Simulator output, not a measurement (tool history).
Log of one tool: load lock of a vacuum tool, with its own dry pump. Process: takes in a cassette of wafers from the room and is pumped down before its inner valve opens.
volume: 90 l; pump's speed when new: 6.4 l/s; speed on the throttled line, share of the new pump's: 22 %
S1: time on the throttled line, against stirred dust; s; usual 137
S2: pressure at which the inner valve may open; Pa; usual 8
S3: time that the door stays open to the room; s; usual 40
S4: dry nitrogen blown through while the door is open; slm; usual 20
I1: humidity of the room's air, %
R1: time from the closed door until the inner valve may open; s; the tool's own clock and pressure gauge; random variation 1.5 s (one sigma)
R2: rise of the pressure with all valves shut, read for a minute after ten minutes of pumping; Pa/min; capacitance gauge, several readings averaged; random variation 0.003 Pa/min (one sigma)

{"run": 1, "hour": 0.0, "S1": 137, "S2": 8, "S3": 40, "S4": 20, "I1": 43.2, "R1": 241.5, "R2": 0.016}
{"run": 2, "hour": 151.8, "S1": 137, "S2": 8, "S3": 40, "S4": 20, "I1": 45.9, "R1": 241.8, "R2": 0.016}
{"run": 3, "hour": 276.6, "S1": 137, "S2": 8, "S3": 40, "S4": 20, "I1": 45.2, "R1": 240.7, "R2": 0.018}
{"run": 4, "hour": 387.9, "S1": 137, "S2": 8, "S3": 40, "S4": 20, "I1": 46.4, "R1": 241.7, "R2": 0.017}
{"run": 5, "hour": 531.0, "S1": 137, "S2": 8, "S3": 40, "S4": 20, "I1": 42.6, "R1": 238.7, "R2": 0.011}
{"run": 6, "hour": 612.6, "S1": 137, "S2": 8, "S3": 40, "S4": 20, "I1": 44.2, "R1": 242.7, "R2": 0.015}
{"run": 7, "hour": 722.8, "S1": 137, "S2": 8, "S3": 40, "S4": 20, "I1": 47.8, "R1": 241.3, "R2": 0.019}
{"run": 8, "hour": 804.5, "S1": 137, "S2": 8, "S3": 40, "S4": 20, "I1": 46.6, "R1": 242.8, "R2": 0.015}
{"run": 9, "hour": 965.8, "S1": 137, "S2": 8, "S3": 40, "S4": 20, "I1": 44.0, "R1": 243.9, "R2": 0.012}
{"run": 10, "hour": 1094.6, "S1": 137, "S2": 8, "S3": 40, "S4": 20, "I1": 44.3, "R1": 238.0, "R2": 0.018}
{"run": 11, "hour": 1192.8, "S1": 137, "S2": 8, "S3": 40, "S4": 20, "I1": 42.6, "R1": 242.6, "R2": 0.016}
{"run": 12, "hour": 1351.6, "S1": 137, "S2": 8, "S3": 40, "S4": 20, "I1": 46.7, "R1": 240.0, "R2": 0.017}
{"run": 13, "hour": 1511.6, "S1": 137, "S2": 8, "S3": 94, "S4": 20, "I1": 43.8, "R1": 241.7, "R2": 0.022}
{"run": 14, "hour": 1671.8, "S1": 137, "S2": 8, "S3": 94, "S4": 20, "I1": 44.1, "R1": 241.9, "R2": 0.027}
{"run": 15, "hour": 1798.1, "S1": 137, "S2": 8, "S3": 94, "S4": 20, "I1": 46.3, "R1": 242.4, "R2": 0.02}
{"run": 16, "hour": 1879.5, "S1": 82, "S2": 6, "S3": 46, "S4": 29, "I1": 47.6, "R1": 202.7, "R2": 0.013}
{"run": 17, "hour": 1963.6, "S1": 82, "S2": 6, "S3": 46, "S4": 29, "I1": 46.1, "R1": 203.2, "R2": 0.013}
{"run": 18, "hour": 2073.3, "S1": 82, "S2": 6, "S3": 46, "S4": 29, "I1": 42.5, "R1": 204.6, "R2": 0.006}
{"run": 19, "hour": 2199.8, "S1": 82, "S2": 6, "S3": 46, "S4": 29, "I1": 46.3, "R1": 203.4, "R2": 0.019}
{"run": 20, "hour": 2307.6, "S1": 127, "S2": 8, "S3": 232, "S4": 8, "I1": 43.2, "R1": 235.1, "R2": 0.034}
{"run": 21, "hour": 2442.0, "S1": 127, "S2": 8, "S3": 54, "S4": 8, "I1": 42.7, "R1": 233.5, "R2": 0.015}
{"run": 22, "hour": 2575.9, "S1": 122, "S2": 15, "S3": 71, "S4": 7, "I1": 47.3, "R1": 219.3, "R2": 0.023}
{"run": 23, "hour": 2667.7, "S1": 137, "S2": 13, "S3": 26, "S4": 20, "I1": 45.5, "R1": 234.5, "R2": 0.016}
{"run": 24, "hour": 2782.1, "S1": 137, "S2": 8, "S3": 26, "S4": 20, "I1": 42.0, "R1": 243.4, "R2": 0.016}
{"run": 25, "hour": 2962.1, "S1": 221, "S2": 7, "S3": 57, "S4": 8, "I1": 46.7, "R1": 306.7, "R2": 0.022}
{"run": 26, "hour": 3148.9, "S1": 100, "S2": 7, "S3": 31, "S4": 8, "I1": 46.2, "R1": 213.6, "R2": 0.022}
{"run": 27, "hour": 3303.4, "S1": 69, "S2": 6, "S3": 30, "S4": 7, "I1": 46.0, "R1": 192.8, "R2": 0.019}
{"run": 28, "hour": 3456.5, "S1": 138, "S2": 8, "S3": 170, "S4": 5, "I1": 45.3, "R1": 240.0, "R2": 0.033}
{"run": 29, "hour": 3576.3, "S1": 137, "S2": 13, "S3": 40, "S4": 20, "I1": 40.2, "R1": 232.6, "R2": 0.014}

Taken out of this log: 1 entry between the listed runs. Where each belongs, and how the hidden state differs across it:
Between runs 13 and 14: door's seal changed, seat wiped (hour 1546.5)
  leak at the door's seal, Pa l/s: 0.0039 -> 0.002
